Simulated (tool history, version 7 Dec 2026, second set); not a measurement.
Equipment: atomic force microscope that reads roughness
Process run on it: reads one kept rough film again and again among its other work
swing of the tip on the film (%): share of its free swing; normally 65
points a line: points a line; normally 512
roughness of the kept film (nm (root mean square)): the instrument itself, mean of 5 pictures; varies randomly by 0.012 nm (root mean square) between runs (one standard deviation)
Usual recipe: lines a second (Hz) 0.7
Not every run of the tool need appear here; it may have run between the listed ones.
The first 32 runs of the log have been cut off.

run,hour,lines a second (Hz),swing of the tip on the film (%),points a line,roughness of the kept film (nm (root mean square))
33,228.5,0.577,85,986,2.741
# hour 237.5: new tip fitted
34,238.4,1.071,70,437,2.749
35,243.5,0.912,86,512,2.62
36,252.4,1.148,86,512,2.543
37,262.4,2.469,61,512,2.708
38,270.4,3.719,86,706,1.957
39,277.3,1.461,65,339,2.725
40,281.9,2.383,65,817,2.676
41,291.7,0.593,79,277,2.698
42,297.5,0.593,79,277,2.719
43,302.2,0.583,57,1006,2.91
44,312.1,0.7,73,512,2.802
45,320.3,0.908,65,512,2.827
# hour 324.5: new tip fitted
46,330.7,0.7,61,302,2.816
47,339.1,1.715,89,302,2.29
48,348.9,1.715,89,302,2.298
49,358.1,1.117,65,772,2.824
50,366.3,1.367,65,543,2.758
51,371,0.64,70,977,2.853
52,378.5,1.293,65,512,2.802
53,384.9,1.293,64,446,2.779

4 options for the next run, each taken on its own from the tool as it stands now. Forecast them:
A,389.1,3.144,64,446,?
B,389.1,1.293,62,271,?
C,389.1,1.648,58,898,?
D,389.1,2.887,66,553,?

run,roughness of the kept film (nm (root mean square))
A,2.58
B,2.716
C,2.848
D,2.597
What these runs would have given with no unlogged condition in the tool:
run,roughness of the kept film (nm (root mean square))
A,2.589
B,2.726
C,2.858
D,2.606
